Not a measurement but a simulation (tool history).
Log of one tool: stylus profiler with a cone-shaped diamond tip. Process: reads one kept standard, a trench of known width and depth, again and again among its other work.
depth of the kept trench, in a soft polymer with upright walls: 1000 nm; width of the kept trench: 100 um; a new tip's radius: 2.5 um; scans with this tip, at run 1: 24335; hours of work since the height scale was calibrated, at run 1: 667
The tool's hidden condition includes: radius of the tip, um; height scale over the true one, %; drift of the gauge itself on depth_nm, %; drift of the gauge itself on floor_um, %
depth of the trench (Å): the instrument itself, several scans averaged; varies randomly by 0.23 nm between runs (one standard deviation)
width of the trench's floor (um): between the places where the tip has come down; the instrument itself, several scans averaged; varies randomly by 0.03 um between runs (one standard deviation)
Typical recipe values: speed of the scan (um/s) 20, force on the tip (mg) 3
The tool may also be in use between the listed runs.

run,hour,speed of the scan (um/s),force on the tip (mg),scans with this tip,hours of work since the height scale was calibrated,depth of the trench (Å),width of the trench's floor (um)
1,0,20,3,24335,667,10146.2,94.86
2,120.5,20,2.25,25617,753,10126.6,94.87
3,187.9,20,2.25,26334,801,10131.7,94.74
4,273.9,20,3,27249,863,10154.6,94.7
5,360.8,20,3,28172,926,10154.2,94.76
# hour 397.4: height scale calibrated on a step standard
6,468.3,20,3,29311,51,10132.8,94.64
7,527.2,20,3,29937,93,10134.8,94.63
# hour 547.6: new tip fitted, height scale calibrated
8,622.2,10,3,794,54,10134.2,95.9
9,693.4,20,2.41,1551,105,10114.5,95.9
10,838.8,20,2.41,3097,209,10116,95.82
11,909.2,20,2.41,3846,260,10122.1,95.78
12,1008.9,19,3,4907,331,10137.3,95.72
13,1099.8,20,2.66,5873,396,10132.5,95.65
14,1166.3,6,3,6581,444,10139.4,95.62
15,1258.3,6,3,7559,510,10140.3,95.65
16,1400.3,6,3,9070,612,10149.5,95.55
17,1465.1,20,1.22,9759,659,10093.2,95.42
18,1599.3,6,1.22,11186,755,10092.8,95.43
19,1710.3,76,3,12368,835,10152.4,95.19
20,1797.3,6,3.61,13293,897,10170.8,95.35

5 options for the next run, each taken on its own from the tool as it stands now. Forecast them:
# hour 1876.9: height scale calibrated on a step standard
A,1919.2,7,4.12,14585,30,?,?
# hour 1876.9: height scale calibrated on a step standard
B,1919.2,36,3.61,14585,30,?,?
# hour 1876.9: height scale calibrated on a step standard
C,1919.2,29,2.95,14585,30,?,?
# hour 1876.9: height scale calibrated on a step standard
D,1919.2,16,1.43,14585,30,?,?
# hour 1876.9: height scale calibrated on a step standard
E,1919.2,9,3.61,14585,30,?,?

run,depth of the trench (Å),width of the trench's floor (um)
A,10156.5,95.27
B,10143.3,95.21
C,10125.9,95.22
D,10082.2,95.25
E,10146,95.33
Take away the tool's hidden state, keep each run's random variation, and the runs would have read:
run,depth of the trench (Å),width of the trench's floor (um)
A,10151.8,95.96
B,10138.6,95.9
C,10121.2,95.9
D,10077.6,95.93
E,10141.3,96.01
